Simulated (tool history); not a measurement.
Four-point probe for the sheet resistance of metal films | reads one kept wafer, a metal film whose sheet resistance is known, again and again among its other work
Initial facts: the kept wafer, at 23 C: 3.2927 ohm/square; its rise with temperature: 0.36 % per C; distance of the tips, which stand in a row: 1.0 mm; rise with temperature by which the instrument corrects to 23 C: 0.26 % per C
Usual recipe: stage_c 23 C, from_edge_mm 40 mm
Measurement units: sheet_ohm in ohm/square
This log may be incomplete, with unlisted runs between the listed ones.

| run | hour | stage_c | from_edge_mm | sheet_ohm |
|---|---|---|---|---|
| 1 | 0.0 | 23 | 40 | 3.294085 |
| 2 | 31.5 | 23 | 40 | 3.294940 |
| 3 | 54.6 | 24 | 40 | 3.295830 |
| 4 | 79.8 | 24 | 4 | 3.402770 |
| 5 | 97.3 | 24 | 4 | 3.402467 |
| 6 | 131.6 | 24 | 4 | 3.402744 |
| 7 | 165.5 | 24 | 4 | 3.403349 |
| 8 | 188.4 | 23 | 4 | 3.399898 |
| 9 | 216.6 | 20 | 40 | 3.284818 |
| 10 | 243.6 | 20 | 40 | 3.285034 |
| 11 | 268.4 | 20 | 13 | 3.292970 |
| 12 | 301.5 | 20 | 13 | 3.293913 |
| 13 | 321.5 | 20 | 13 | 3.294429 |
| 14 | 352.7 | 23 | 40 | 3.294770 |
| 15 | 375.4 | 28 | 40 | 3.308905 |
| 16 | 396.3 | 28 | 40 | 3.308309 |
| 17 | 414.1 | 28 | 40 | 3.307507 |
| 18 | 440.4 | 28 | 40 | 3.309192 |
| 19 | 470.6 | 29 | 40 | 3.311607 |
| 20 | 486.2 | 24 | 40 | 3.297357 |
| 21 | 509.0 | 24 | 40 | 3.297022 |
| 22 | 532.9 | 24 | 40 | 3.296863 |
| 23 | 561.5 | 24 | 40 | 3.296382 |
| 24 | 578.8 | 24 | 40 | 3.296952 |
| 25 | 597.1 | 26 | 29 | 3.305158 |
| 26 | 620.7 | 35 | 14 | 3.337844 |
| 27 | 643.7 | 28 | 48 | 3.308050 |
| 28 | 675.6 | 28 | 67 | 3.309467 |
| 29 | 704.7 | 23 | 30 | 3.294894 |
| 30 | 728.7 | 23 | 30 | 3.295231 |
| 31 | 756.1 | 28 | 34 | 3.309426 |
| 32 | 788.2 | 27 | 40 | 3.305995 |
| 33 | 821.3 | 27 | 6 | 3.353556 |
| 34 | 843.4 | 26 | 6 | 3.351552 |
| 35 | 876.0 | 26 | 6 | 3.350727 |
|  | 901.2 | stage's thermometer calibrated |
| 36 | 902.4 | 26 | 6 | 3.350531 |
| 37 | 930.9 | 23 | 6 | 3.340917 |
| 38 | 947.3 | 34 | 24 | 3.328287 |
| 39 | 962.1 | 34 | 24 | 3.326420 |
| 40 | 989.4 | 26 | 70 | 3.300266 |
| 41 | 1005.7 | 26 | 70 | 3.301724 |
| 42 | 1030.0 | 24 | 30 | 3.296717 |
| 43 | 1053.1 | 20 | 5 | 3.352979 |
| 44 | 1072.6 | 20 | 8 | 3.311654 |

Consider 5 possible next runs. They are alternatives, not a sequence: every one starts from the tool as it was left by run 44. What does each give?
| A | 1089.7 | 23 | 5 | ? |
| B | 1089.7 | 20 | 27 | ? |
| C | 1089.7 | 26 | 19 | ? |
| D | 1089.7 | 22 | 40 | ? |
| E | 1089.7 | 23 | 22 | ? |

| run | sheet_ohm |
|---|---|
| A | 3.363152 |
| B | 3.284783 |
| C | 3.306885 |
| D | 3.290091 |
| E | 3.295206 |
With no hidden state in the tool, these same runs would have given:
| run | sheet_ohm |
|---|---|
| A | 3.363146 |
| B | 3.284777 |
| C | 3.306879 |
| D | 3.290085 |
| E | 3.295200 |

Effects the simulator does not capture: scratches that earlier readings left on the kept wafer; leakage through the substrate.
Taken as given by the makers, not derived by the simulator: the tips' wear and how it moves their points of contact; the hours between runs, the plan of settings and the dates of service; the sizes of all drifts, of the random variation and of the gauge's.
